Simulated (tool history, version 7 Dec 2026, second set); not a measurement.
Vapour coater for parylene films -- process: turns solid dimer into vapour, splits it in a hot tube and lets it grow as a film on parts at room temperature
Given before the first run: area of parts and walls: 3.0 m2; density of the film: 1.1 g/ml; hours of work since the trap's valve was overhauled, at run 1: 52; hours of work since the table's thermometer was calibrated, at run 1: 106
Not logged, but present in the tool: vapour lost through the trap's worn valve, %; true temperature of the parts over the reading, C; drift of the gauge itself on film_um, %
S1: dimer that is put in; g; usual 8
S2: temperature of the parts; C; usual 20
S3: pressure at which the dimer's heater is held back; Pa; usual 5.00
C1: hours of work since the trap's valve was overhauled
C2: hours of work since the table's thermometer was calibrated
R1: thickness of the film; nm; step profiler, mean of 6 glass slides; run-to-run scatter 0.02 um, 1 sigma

run 1 day=0.000 | S1=8 S2=20 S3=5.00 | C1=52 C2=106 | R1=1750
run 2 day=0.812 | S1=8 S2=20 S3=11.48 | C1=65 C2=119 | R1=1620
run 3 day=1.608 | S1=8 S2=20 S3=10.35 | C1=78 C2=133 | R1=1690
run 4 day=2.562 | S1=12 S2=20 S3=5.00 | C1=95 C2=149 | R1=2640
run 5 day=3.092 | S1=12 S2=20 S3=2.08 | C1=103 C2=157 | R1=2840
run 6 day=3.796 | S1=8 S2=20 S3=5.00 | C1=115 C2=169 | R1=1740
run 7 day=4.442 | S1=8 S2=20 S3=5.00 | C1=126 C2=180 | R1=1710
run 8 day=4.904 | S1=8 S2=20 S3=2.38 | C1=134 C2=188 | R1=1830
run 9 day=5.321 | S1=11 S2=20 S3=2.38 | C1=141 C2=195 | R1=2590
run 10 day=6.058 | S1=11 S2=20 S3=2.38 | C1=153 C2=207 | R1=2540
run 11 day=6.929 | S1=11 S2=20 S3=2.38 | C1=168 C2=222 | R1=2530
run 12 day=7.525 | S1=8 S2=20 S3=10.57 | C1=178 C2=232 | R1=1640
run 13 day=8.158 | S1=7 S2=20 S3=5.00 | C1=188 C2=242 | R1=1540
run 14 day=8.800 | S1=8 S2=14 S3=5.00 | C1=199 C2=253 | R1=2310
run 15 day=9.462 | S1=11 S2=12 S3=2.26 | C1=210 C2=264 | R1=3140
run 16 day=10.346 | S1=8 S2=16 S3=3.28 | C1=225 C2=279 | R1=2220
-- day=10.450 table's thermometer calibrated
run 17 day=11.292 | S1=8 S2=13 S3=4.12 | C1=240 C2=14 | R1=2260
run 18 day=11.942 | S1=8 S2=13 S3=3.01 | C1=251 C2=25 | R1=2310
run 19 day=12.879 | S1=8 S2=13 S3=3.01 | C1=267 C2=41 | R1=2300
run 20 day=13.583 | S1=8 S2=13 S3=3.01 | C1=279 C2=53 | R1=2220
run 21 day=14.371 | S1=8 S2=15 S3=8.35 | C1=292 C2=66 | R1=2090
run 22 day=14.788 | S1=8 S2=13 S3=5.00 | C1=299 C2=73 | R1=2250
run 23 day=15.621 | S1=8 S2=13 S3=9.60 | C1=313 C2=87 | R1=2260
-- day=15.946 table's thermometer calibrated, once more
run 24 day=16.100 | S1=4 S2=13 S3=2.45 | C1=320 C2=3 | R1=1120
run 25 day=16.683 | S1=4 S2=13 S3=2.45 | C1=330 C2=12 | R1=1140
run 26 day=17.388 | S1=4 S2=13 S3=2.45 | C1=342 C2=24 | R1=1120
run 27 day=17.888 | S1=4 S2=13 S3=2.45 | C1=350 C2=33 | R1=1130
run 28 day=18.638 | S1=8 S2=23 S3=3.43 | C1=363 C2=45 | R1=1480

Forecast each of these 4 alternatives for the next run:
run A day=19.504 | S1=8 S2=21 S3=5.00 | C1=377 C2=60 | R1=?
run B day=19.504 | S1=3 S2=30 S3=4.43 | C1=377 C2=60 | R1=?
run C day=19.504 | S1=8 S2=30 S3=3.43 | C1=377 C2=60 | R1=?
run D day=19.504 | S1=8 S2=23 S3=8.22 | C1=377 C2=60 | R1=?

run=A R1=1610
run=B R1=390
run=C R1=1100
run=D R1=1400
The same runs, with their run-to-run variation unchanged, on a tool lacking any hidden condition would have given:
run=A R1=1710
run=B R1=420
run=C R1=1170
run=D R1=1490

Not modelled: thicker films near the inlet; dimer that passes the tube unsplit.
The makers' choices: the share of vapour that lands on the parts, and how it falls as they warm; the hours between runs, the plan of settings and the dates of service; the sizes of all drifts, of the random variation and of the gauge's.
